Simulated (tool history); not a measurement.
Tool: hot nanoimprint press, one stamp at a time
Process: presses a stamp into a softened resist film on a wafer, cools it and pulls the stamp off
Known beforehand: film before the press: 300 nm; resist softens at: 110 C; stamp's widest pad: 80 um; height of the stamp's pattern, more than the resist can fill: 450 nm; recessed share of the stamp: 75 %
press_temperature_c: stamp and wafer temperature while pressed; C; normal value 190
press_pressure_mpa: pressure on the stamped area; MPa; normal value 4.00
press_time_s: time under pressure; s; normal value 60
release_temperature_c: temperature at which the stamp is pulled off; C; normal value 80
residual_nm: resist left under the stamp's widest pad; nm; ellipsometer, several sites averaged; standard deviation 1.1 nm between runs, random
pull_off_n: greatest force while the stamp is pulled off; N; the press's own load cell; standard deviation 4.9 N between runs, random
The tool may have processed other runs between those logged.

run   hour  press_temperature_c  press_pressure_mpa  press_time_s  release_temperature_c  residual_nm  pull_off_n
  1    0.0                  190                4.00            60                     80        176.9         273
  2   30.0                  190                4.00            60                     80        176.8         280
  3   56.2                  190                4.00            60                     80        176.3         280
  4   75.5                  190                4.00            75                     80        167.3         282
     103.3  -- stamp cleaned and given a new release coat
  5  110.5                  190                4.00            75                     80        165.3         243
  6  135.7                  190                4.00            75                     80        166.3         243
  7  152.2                  190                4.00            60                     75        178.0         283
  8  167.2                  190                4.00            60                     69        180.4         321
  9  203.4                  190                4.00            60                     69        180.8         323
 10  232.5                  190                4.00            60                     69        179.2         336
 11  264.5                  186                4.00            60                     80        203.1         262
 12  287.0                  186                4.00            60                     80        203.5         253
 13  320.8                  190                4.00            65                     80        177.6         259
 14  338.4                  184                4.00            65                     80        211.9         266
 15  373.2                  184                4.00            48                     80        230.2         264
     378.4  -- plate thermocouple calibrated
 16  405.2                  200                4.00            32                     71        165.8         337
 17  429.5                  190                4.20            60                     71        181.3         335
 18  459.7                  190                4.07            60                     80        181.4         284
 19  475.2                  200                5.09            44                     72        134.7         340
     509.5  -- plate thermocouple calibrated, once more
 20  509.9                  200                5.09            44                     72        130.6         333
 21  526.1                  182                5.09            44                     72        226.6         325
 22  542.1                  182                6.13            44                     80        221.7         283
 23  569.2                  184                4.00            36                     82        238.2         263
 24  587.3                  184                4.00            36                     82        239.0         262
 25  621.7                  184                4.00            36                     82        241.2         270
 26  657.5                  184                4.00            36                     82        240.7         277
     681.4  -- stamp cleaned and given a new release coat
 27  698.0                  184                4.00            36                     82        239.3         223
 28  734.2                  184                5.07            36                     82        231.3         231
 29  759.4                  187                2.63            42                     80        237.9         257

Results for each run, recomputed without the tool's hidden state and with each run's random variation untouched:
Hidden state present: true temperature over the reading, C; pressure that arrives at the usual setting, %; grip of the stamp's worn release coat, % over a new coat's; drift of the gauge itself on residual_nm, %; drift of the gauge itself on pull_off_n, %.
run  residual_nm  pull_off_n
  1        175.2         233
  2        174.7         237
  3        174.0         235
  4        164.8         235
  5        162.6         240
  6        163.4         238
  7        174.9         276
  8        177.2         312
  9        177.2         309
 10        175.4         319
 11        199.0         245
 12        199.2         234
 13        172.9         237
 14        207.0         241
 15        225.4         237
 16        159.5         299
 17        174.0         294
 18        174.0         246
 19        128.0         294
 20        127.2         290
 21        222.9         281
 22        217.2         243
 23        234.9         223
 24        235.5         222
 25        237.5         226
 26        236.7         229
 27        235.2         218
 28        225.8         223
 29        233.9         246
